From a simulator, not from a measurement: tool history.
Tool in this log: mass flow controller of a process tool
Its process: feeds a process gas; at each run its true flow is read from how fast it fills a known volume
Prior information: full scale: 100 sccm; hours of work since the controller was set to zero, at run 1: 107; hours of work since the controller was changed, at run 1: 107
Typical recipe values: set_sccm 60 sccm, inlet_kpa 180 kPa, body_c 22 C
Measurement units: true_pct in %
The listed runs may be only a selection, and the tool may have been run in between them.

run	hour	set_sccm	inlet_kpa	body_c	hours of work since the controller was set to zero	hours of work since the controller was changed	true_pct
1	0	60	180	22	107	107	99.79
2	151.9	60	180	22	179	179	99.59
3	337.8	60	180	22	267	267	99.51
4	420.4	60	180	22	306	306	99.37
5	510.3	60	180	22	349	349	99.37
6	682.2	60	159	22	431	431	99.46
7	776.3	60	159	22	475	475	99.39
8	868.7	60	180	38	519	519	99.87
9	1017.1	60	180	38	589	589	99.72
10	1124.4	60	180	38	640	640	99.79
11	1211.6	60	180	38	681	681	99.73
12	1383.7	60	180	38	763	763	99.64
13	1560.4	60	180	38	847	847	99.53
14	1668.6	60	180	22	898	898	99.16
15	1857.1	60	180	22	987	987	98.97
16	2026	60	180	22	1067	1067	98.93
17	2225.2	34	238	22	1162	1162	98.25
18	2337.8	60	142	38	1215	1215	99.37
19	2442.7	59	142	37	1265	1265	99.28
20	2531.5	24	142	39	1307	1307	98.97
21	2685	24	142	39	1379	1379	98.93
22	2790.7	34	142	39	1430	1430	99.06
23	2925.4	34	239	37	1493	1493	98.32
24	3023.3	60	180	25	1540	1540	98.55
25	3123.1	27	180	31	1587	1587	98.28
26	3238.5	11	234	20	1642	1642	97.51
27	3373.2	25	197	22	1706	1706	97.89
28	3461	25	197	33	1747	1747	98.17
29	3649.2	42	222	33	1836	1836	98.1
30	3820.1	35	166	22	1917	1917	98
31	3963.9	22	174	33	1985	1985	98.01

For some of the steps in true_pct from one run to the next: how much would appear even if the tool had no hidden state, given the settings, what came in and random variation, and how much remains for the hidden state plus any gauge scatter that the measured result and the result without hidden state don't share?
The hidden state here: flow at rest that the sensor doesn't see, % of full scale; true flow over the shown one, %; drift of the gauge itself on true_pct, %.
Run 2 -> 3: settings left as they were, no log entry in between. true_pct -0.08 %: hidden state -0.08, all else +0.
Run 14 -> 15: settings left as they were, no log entry in between. true_pct -0.19 %: hidden state -0.08, all else -0.11.
Run 17 -> 18: set_sccm 34 -> 60, inlet_kpa 238 -> 142, body_c 22 -> 38. true_pct +1.12 %: hidden state -0.05, all else +1.17.
Run 22 -> 23: inlet_kpa 142 -> 239, body_c 39 -> 37. true_pct -0.74 %: hidden state -0.05, all else -0.69.
Run 25 -> 26: set_sccm 27 -> 11, inlet_kpa 180 -> 234, body_c 31 -> 20. true_pct -0.77 %: hidden state -0.04, all else -0.73.
Run 28 -> 29: set_sccm 25 -> 42, inlet_kpa 197 -> 222. true_pct -0.07 %: hidden state -0.08, all else +0.01.

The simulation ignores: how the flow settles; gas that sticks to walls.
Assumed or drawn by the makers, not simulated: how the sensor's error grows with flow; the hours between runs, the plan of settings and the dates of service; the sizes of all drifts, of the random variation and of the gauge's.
